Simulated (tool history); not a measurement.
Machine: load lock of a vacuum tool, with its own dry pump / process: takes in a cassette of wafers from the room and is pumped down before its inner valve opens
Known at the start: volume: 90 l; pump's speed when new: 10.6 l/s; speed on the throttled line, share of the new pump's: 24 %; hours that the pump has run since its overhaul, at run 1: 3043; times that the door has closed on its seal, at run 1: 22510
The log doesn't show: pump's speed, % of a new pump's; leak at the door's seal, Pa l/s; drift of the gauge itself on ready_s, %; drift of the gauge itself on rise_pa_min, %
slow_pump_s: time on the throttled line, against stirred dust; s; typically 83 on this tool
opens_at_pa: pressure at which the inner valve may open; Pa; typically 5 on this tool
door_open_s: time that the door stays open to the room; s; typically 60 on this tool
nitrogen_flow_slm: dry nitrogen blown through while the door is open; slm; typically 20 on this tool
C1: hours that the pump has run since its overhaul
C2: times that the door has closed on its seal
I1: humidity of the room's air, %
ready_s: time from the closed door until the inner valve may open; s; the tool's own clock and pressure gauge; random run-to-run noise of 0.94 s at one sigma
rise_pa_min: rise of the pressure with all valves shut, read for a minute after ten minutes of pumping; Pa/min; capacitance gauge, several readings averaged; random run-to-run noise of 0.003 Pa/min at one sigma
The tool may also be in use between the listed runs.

run 1 hour=0.0 | slow_pump_s=83 opens_at_pa=5 door_open_s=60 nitrogen_flow_slm=20 | C1=3043 C2=22510 | I1=44.4 | ready_s=155.1 rise_pa_min=0.073
run 2 hour=288.7 | slow_pump_s=97 opens_at_pa=5 door_open_s=60 nitrogen_flow_slm=20 | C1=3331 C2=23461 | I1=45.9 | ready_s=165.3 rise_pa_min=0.079
run 3 hour=785.2 | slow_pump_s=97 opens_at_pa=5 door_open_s=60 nitrogen_flow_slm=20 | C1=3828 C2=25097 | I1=44.7 | ready_s=164.8 rise_pa_min=0.082
run 4 hour=1013.5 | slow_pump_s=105 opens_at_pa=5 door_open_s=60 nitrogen_flow_slm=20 | C1=4056 C2=25850 | I1=40.7 | ready_s=172.3 rise_pa_min=0.081
run 5 hour=1266.1 | slow_pump_s=83 opens_at_pa=5 door_open_s=129 nitrogen_flow_slm=20 | C1=4309 C2=26682 | I1=48.9 | ready_s=158.4 rise_pa_min=0.098
run 6 hour=1678.5 | slow_pump_s=83 opens_at_pa=5 door_open_s=129 nitrogen_flow_slm=20 | C1=4721 C2=28041 | I1=45.0 | ready_s=158.8 rise_pa_min=0.097
run 7 hour=2110.1 | slow_pump_s=83 opens_at_pa=5 door_open_s=60 nitrogen_flow_slm=20 | C1=5153 C2=29463 | I1=47.7 | ready_s=161.2 rise_pa_min=0.097
run 8 hour=2376.1 | slow_pump_s=83 opens_at_pa=5 door_open_s=60 nitrogen_flow_slm=20 | C1=5419 C2=30339 | I1=43.3 | ready_s=159.0 rise_pa_min=0.099
run 9 hour=2615.7 | slow_pump_s=83 opens_at_pa=5 door_open_s=60 nitrogen_flow_slm=20 | C1=5658 C2=31129 | I1=45.8 | ready_s=158.4 rise_pa_min=0.100
run 10 hour=2952.3 | slow_pump_s=83 opens_at_pa=5 door_open_s=60 nitrogen_flow_slm=20 | C1=5995 C2=32238 | I1=45.9 | ready_s=160.4 rise_pa_min=0.108
run 11 hour=3449.8 | slow_pump_s=83 opens_at_pa=5 door_open_s=60 nitrogen_flow_slm=20 | C1=6492 C2=33877 | I1=47.0 | ready_s=159.8 rise_pa_min=0.113
run 12 hour=3921.0 | slow_pump_s=83 opens_at_pa=9 door_open_s=60 nitrogen_flow_slm=20 | C1=6964 C2=35430 | I1=44.8 | ready_s=156.0 rise_pa_min=0.127
run 13 hour=4225.4 | slow_pump_s=83 opens_at_pa=9 door_open_s=60 nitrogen_flow_slm=20 | C1=7268 C2=36433 | I1=44.2 | ready_s=158.5 rise_pa_min=0.133
run 14 hour=4681.3 | slow_pump_s=83 opens_at_pa=5 door_open_s=60 nitrogen_flow_slm=20 | C1=7724 C2=37935 | I1=46.3 | ready_s=166.3 rise_pa_min=0.139
run 15 hour=4963.3 | slow_pump_s=83 opens_at_pa=5 door_open_s=60 nitrogen_flow_slm=8 | C1=8006 C2=38865 | I1=46.4 | ready_s=165.5 rise_pa_min=0.155
run 16 hour=5479.1 | slow_pump_s=83 opens_at_pa=5 door_open_s=60 nitrogen_flow_slm=8 | C1=8522 C2=40564 | I1=45.7 | ready_s=169.0 rise_pa_min=0.163
run 17 hour=6016.8 | slow_pump_s=83 opens_at_pa=5 door_open_s=60 nitrogen_flow_slm=8 | C1=9059 C2=42336 | I1=42.1 | ready_s=171.5 rise_pa_min=0.170
-- hour=6338.1 dry pump taken out, an overhauled one fitted
run 18 hour=6347.3 | slow_pump_s=83 opens_at_pa=5 door_open_s=60 nitrogen_flow_slm=20 | C1=9 C2=43405 | I1=40.8 | ready_s=148.3 rise_pa_min=0.170
run 19 hour=6684.2 | slow_pump_s=83 opens_at_pa=5 door_open_s=60 nitrogen_flow_slm=20 | C1=346 C2=44516 | I1=45.4 | ready_s=148.3 rise_pa_min=0.179
run 20 hour=7118.9 | slow_pump_s=83 opens_at_pa=5 door_open_s=60 nitrogen_flow_slm=28 | C1=781 C2=45948 | I1=43.0 | ready_s=147.6 rise_pa_min=0.178
run 21 hour=7601.2 | slow_pump_s=83 opens_at_pa=6 door_open_s=60 nitrogen_flow_slm=8 | C1=1263 C2=47537 | I1=48.2 | ready_s=147.7 rise_pa_min=0.211
run 22 hour=7863.8 | slow_pump_s=83 opens_at_pa=4 door_open_s=52 nitrogen_flow_slm=15 | C1=1526 C2=48402 | I1=48.2 | ready_s=153.2 rise_pa_min=0.207
run 23 hour=8108.9 | slow_pump_s=62 opens_at_pa=5 door_open_s=60 nitrogen_flow_slm=20 | C1=1771 C2=49210 | I1=43.0 | ready_s=134.4 rise_pa_min=0.205
run 24 hour=8587.7 | slow_pump_s=83 opens_at_pa=10 door_open_s=60 nitrogen_flow_slm=20 | C1=2250 C2=50788 | I1=45.6 | ready_s=146.1 rise_pa_min=0.213
run 25 hour=8809.6 | slow_pump_s=83 opens_at_pa=5 door_open_s=57 nitrogen_flow_slm=20 | C1=2471 C2=51519 | I1=44.5 | ready_s=153.0 rise_pa_min=0.224
run 26 hour=9041.1 | slow_pump_s=47 opens_at_pa=5 door_open_s=60 nitrogen_flow_slm=6 | C1=2703 C2=52282 | I1=45.9 | ready_s=126.7 rise_pa_min=0.245
run 27 hour=9565.8 | slow_pump_s=47 opens_at_pa=5 door_open_s=60 nitrogen_flow_slm=6 | C1=3228 C2=54011 | I1=46.8 | ready_s=127.9 rise_pa_min=0.245
run 28 hour=9799.1 | slow_pump_s=83 opens_at_pa=6 door_open_s=26 nitrogen_flow_slm=41 | C1=3461 C2=54779 | I1=47.8 | ready_s=153.5 rise_pa_min=0.231
run 29 hour=10041.5 | slow_pump_s=159 opens_at_pa=6 door_open_s=121 nitrogen_flow_slm=20 | C1=3703 C2=55578 | I1=44.5 | ready_s=208.6 rise_pa_min=0.258
run 30 hour=10353.3 | slow_pump_s=150 opens_at_pa=4 door_open_s=60 nitrogen_flow_slm=20 | C1=4015 C2=56605 | I1=47.7 | ready_s=208.5 rise_pa_min=0.255
run 31 hour=10886.2 | slow_pump_s=150 opens_at_pa=4 door_open_s=60 nitrogen_flow_slm=20 | C1=4548 C2=58362 | I1=47.3 | ready_s=209.9 rise_pa_min=0.267
run 32 hour=11362.5 | slow_pump_s=83 opens_at_pa=5 door_open_s=64 nitrogen_flow_slm=9 | C1=5024 C2=59931 | I1=46.2 | ready_s=159.7 rise_pa_min=0.287
run 33 hour=11579.2 | slow_pump_s=83 opens_at_pa=7 door_open_s=60 nitrogen_flow_slm=8 | C1=5241 C2=60645 | I1=44.9 | ready_s=154.8 rise_pa_min=0.290
run 34 hour=11823.2 | slow_pump_s=83 opens_at_pa=7 door_open_s=60 nitrogen_flow_slm=8 | C1=5485 C2=61449 | I1=44.7 | ready_s=155.1 rise_pa_min=0.297

What will run 35 give?
run 35 hour=12324.4 | slow_pump_s=119 opens_at_pa=6 door_open_s=36 nitrogen_flow_slm=20 | C1=5986 C2=63100 | I1=43.8 | ready_s=? rise_pa_min=?

Run 35 came out at ready_s 185.3 s, rise_pa_min 0.296 Pa/min.
If the tool had no hidden condition, the same run with the same run-to-run variation would have returned ready_s 174.7 s, rise_pa_min 0.016 Pa/min.

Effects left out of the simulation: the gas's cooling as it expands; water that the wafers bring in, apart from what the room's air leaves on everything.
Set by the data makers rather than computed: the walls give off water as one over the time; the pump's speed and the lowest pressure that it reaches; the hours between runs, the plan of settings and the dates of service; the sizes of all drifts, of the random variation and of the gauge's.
